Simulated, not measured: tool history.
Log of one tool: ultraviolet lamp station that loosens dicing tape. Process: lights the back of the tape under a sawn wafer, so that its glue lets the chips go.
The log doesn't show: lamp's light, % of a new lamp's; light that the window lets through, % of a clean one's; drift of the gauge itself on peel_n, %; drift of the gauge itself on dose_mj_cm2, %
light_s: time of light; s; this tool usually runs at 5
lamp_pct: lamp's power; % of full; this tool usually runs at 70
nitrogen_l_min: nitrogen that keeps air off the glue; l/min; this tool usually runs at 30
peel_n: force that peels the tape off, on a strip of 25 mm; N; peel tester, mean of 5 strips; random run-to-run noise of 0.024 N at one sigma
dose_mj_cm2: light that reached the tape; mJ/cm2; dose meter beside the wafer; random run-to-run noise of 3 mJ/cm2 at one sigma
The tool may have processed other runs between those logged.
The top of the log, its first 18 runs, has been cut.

| run | hour | light_s | lamp_pct | nitrogen_l_min | hours of work of the lamp | hours of work since the window was cleaned | peel_n | dose_mj_cm2 |
|---|---|---|---|---|---|---|---|---|
| 19 | 480.7 | 6 | 80 | 32 | 183 | 207 | 0.807 | 534 |
| 20 | 507.5 | 6 | 80 | 32 | 203 | 227 | 0.823 | 523 |
| 21 | 534.5 | 6 | 80 | 32 | 224 | 247 | 0.860 | 517 |
| 22 | 556.5 | 6 | 80 | 32 | 240 | 264 | 0.876 | 519 |
| 23 | 593.3 | 6 | 80 | 32 | 268 | 292 | 0.867 | 502 |
| 24 | 615.0 | 6 | 80 | 32 | 284 | 308 | 0.899 | 496 |
|  | 631.4 | window cleaned of glue's vapour |
| 25 | 656.2 | 4 | 69 | 30 | 315 | 19 | 2.354 | 305 |
| 26 | 676.7 | 8 | 69 | 15 | 330 | 34 | 1.103 | 605 |
| 27 | 700.7 | 7 | 72 | 30 | 349 | 52 | 0.804 | 542 |
| 28 | 734.7 | 5 | 70 | 30 | 374 | 78 | 1.614 | 373 |
| 29 | 771.7 | 5 | 77 | 26 | 402 | 106 | 1.596 | 398 |
| 30 | 800.1 | 5 | 77 | 26 | 424 | 127 | 1.701 | 396 |
| 31 | 821.3 | 5 | 77 | 26 | 440 | 143 | 1.687 | 390 |
| 32 | 851.2 | 5 | 87 | 28 | 462 | 166 | 1.363 | 433 |

5 options for the next run, each taken on its own from the tool as it stands now. Forecast them:
| A | 891.4 | 2 | 70 | 30 | 493 | 196 | ? | ? |
| B | 891.4 | 2 | 62 | 57 | 493 | 196 | ? | ? |
| C | 891.4 | 4 | 73 | 28 | 493 | 196 | ? | ? |
| D | 891.4 | 5 | 70 | 19 | 493 | 196 | ? | ? |
| E | 891.4 | 10 | 85 | 11 | 493 | 196 | ? | ? |

| run | peel_n | dose_mj_cm2 |
|---|---|---|
| A | 5.145 | 137 |
| B | 5.047 | 122 |
| C | 2.543 | 287 |
| D | 2.394 | 340 |
| E | 0.723 | 824 |
Stripped of hidden state, with their random variation kept, the same runs would have yielded:
| run | peel_n | dose_mj_cm2 |
|---|---|---|
| A | 4.192 | 178 |
| B | 4.055 | 159 |
| C | 1.709 | 375 |
| D | 1.584 | 444 |
| E | 0.403 | 1075 |

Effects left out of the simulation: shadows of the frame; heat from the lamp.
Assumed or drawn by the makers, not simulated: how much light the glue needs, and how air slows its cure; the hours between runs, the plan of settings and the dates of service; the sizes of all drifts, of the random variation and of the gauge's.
